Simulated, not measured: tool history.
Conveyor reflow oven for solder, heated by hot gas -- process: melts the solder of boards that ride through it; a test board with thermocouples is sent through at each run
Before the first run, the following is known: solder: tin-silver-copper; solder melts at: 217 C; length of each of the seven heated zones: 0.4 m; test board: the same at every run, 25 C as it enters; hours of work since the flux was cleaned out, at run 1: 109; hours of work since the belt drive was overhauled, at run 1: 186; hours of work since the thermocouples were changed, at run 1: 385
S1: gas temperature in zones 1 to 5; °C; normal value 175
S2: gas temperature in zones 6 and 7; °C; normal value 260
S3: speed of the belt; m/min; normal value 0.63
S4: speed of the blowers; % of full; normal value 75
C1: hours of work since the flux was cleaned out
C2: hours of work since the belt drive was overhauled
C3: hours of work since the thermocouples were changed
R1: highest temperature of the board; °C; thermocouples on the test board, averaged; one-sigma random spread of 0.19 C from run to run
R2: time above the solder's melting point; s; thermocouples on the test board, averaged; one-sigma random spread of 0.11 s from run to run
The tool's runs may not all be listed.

| run | hour | S1 | S2 | S3 | S4 | C1 | C2 | C3 | R1 | R2 |
|---|---|---|---|---|---|---|---|---|---|---|
| 1 | 0 | 175 | 260 | 0.63 | 75 | 109 | 186 | 385 | 247.2 | 55.1 |
| 2 | 39.9 | 175 | 260 | 0.63 | 75 | 137 | 213 | 413 | 247.4 | 54.9 |
|  | 114.7 | flux residue cleaned out of gas plates and filters |
| 3 | 114.7 | 175 | 260 | 0.63 | 75 | 0 | 262 | 461 | 247.5 | 55.6 |
| 4 | 169.6 | 175 | 260 | 0.63 | 75 | 38 | 300 | 499 | 247.3 | 55.4 |
| 5 | 211.7 | 175 | 260 | 0.63 | 75 | 67 | 329 | 528 | 247.2 | 55.3 |
| 6 | 292.6 | 175 | 254 | 0.63 | 75 | 123 | 385 | 584 | 241.4 | 50.5 |
| 7 | 360.9 | 163 | 260 | 0.63 | 75 | 170 | 432 | 632 | 245 | 49 |
|  | 390.2 | flux residue cleaned out of gas plates and filters |
| 8 | 437.3 | 175 | 260 | 0.63 | 75 | 33 | 481 | 681 | 246.8 | 55.5 |
| 9 | 513.6 | 175 | 260 | 0.63 | 75 | 85 | 534 | 734 | 246.4 | 55.2 |
| 10 | 563.7 | 175 | 260 | 0.63 | 75 | 120 | 569 | 768 | 246.5 | 55.2 |
| 11 | 625.8 | 175 | 260 | 0.63 | 75 | 163 | 612 | 811 | 246.4 | 54.9 |
|  | 657.3 | thermocouples of zones 6 and 7 changed |
|  | 665.6 | flux residue cleaned out of gas plates and filters |
| 12 | 666.6 | 175 | 249 | 0.63 | 75 | 1 | 635 | 3 | 238.7 | 48.5 |
| 13 | 717.5 | 175 | 260 | 0.63 | 75 | 36 | 671 | 38 | 248.5 | 57 |
| 14 | 794.4 | 175 | 260 | 0.63 | 75 | 89 | 724 | 91 | 248.2 | 56.6 |
| 15 | 842.2 | 165 | 260 | 0.63 | 75 | 122 | 757 | 125 | 246.6 | 51.7 |
| 16 | 914.5 | 165 | 260 | 0.63 | 75 | 172 | 807 | 175 | 246.3 | 51.5 |
|  | 939.1 | flux residue cleaned out of gas plates and filters |
| 17 | 959.6 | 188 | 251 | 0.687 | 76 | 14 | 835 | 202 | 240.2 | 50.9 |
| 18 | 1023.7 | 188 | 251 | 0.687 | 76 | 59 | 879 | 247 | 240.1 | 50.7 |
| 19 | 1080.5 | 186 | 261 | 0.694 | 58 | 98 | 918 | 286 | 244.9 | 51.9 |
| 20 | 1141.6 | 175 | 249 | 0.63 | 56 | 140 | 961 | 328 | 234.8 | 42.1 |
| 21 | 1200 | 178 | 250 | 0.666 | 51 | 181 | 1001 | 369 | 233.8 | 37.8 |
|  | 1213.9 | flux residue cleaned out of gas plates and filters |
|  | 1268.3 | belt drive overhauled, speed set with a stopwatch |
| 22 | 1269.5 | 178 | 250 | 0.666 | 51 | 36 | 1 | 411 | 232.6 | 35.9 |
| 23 | 1324.6 | 175 | 260 | 0.636 | 51 | 74 | 39 | 449 | 241.8 | 47.5 |
| 24 | 1371.4 | 165 | 273 | 0.636 | 51 | 106 | 71 | 481 | 250.8 | 51.9 |
| 25 | 1429.7 | 165 | 273 | 0.636 | 51 | 147 | 112 | 522 | 250.9 | 51.9 |
|  | 1489.7 | flux residue cleaned out of gas plates and filters |
| 26 | 1494.9 | 175 | 253 | 0.63 | 75 | 4 | 153 | 563 | 240.7 | 49.6 |
| 27 | 1537.5 | 175 | 253 | 0.63 | 75 | 33 | 183 | 593 | 240.6 | 49.5 |
| 28 | 1585 | 168 | 253 | 0.716 | 81 | 66 | 216 | 626 | 236.6 | 36.4 |
| 29 | 1651.9 | 169 | 267 | 0.716 | 60 | 112 | 262 | 672 | 244.2 | 42.2 |

Each row is a separate what-if for the run after 29, all from the same tool condition, not one after another. Results?
| A | 1716.8 | 175 | 260 | 0.63 | 50 | 157 | 307 | 717 | ? | ? |
| B | 1716.8 | 169 | 267 | 0.735 | 60 | 157 | 307 | 717 | ? | ? |
| C | 1716.8 | 170 | 271 | 0.63 | 79 | 157 | 307 | 717 | ? | ? |

| run | R1 | R2 |
|---|---|---|
| A | 241.2 | 47.7 |
| B | 242.9 | 39.9 |
| C | 255.8 | 59.8 |
With the hidden condition removed and each run's random variation left untouched, the same runs would have given:
| run | R1 | R2 |
|---|---|---|
| A | 243.4 | 49.5 |
| B | 245.2 | 41.5 |
| C | 258.3 | 60.8 |

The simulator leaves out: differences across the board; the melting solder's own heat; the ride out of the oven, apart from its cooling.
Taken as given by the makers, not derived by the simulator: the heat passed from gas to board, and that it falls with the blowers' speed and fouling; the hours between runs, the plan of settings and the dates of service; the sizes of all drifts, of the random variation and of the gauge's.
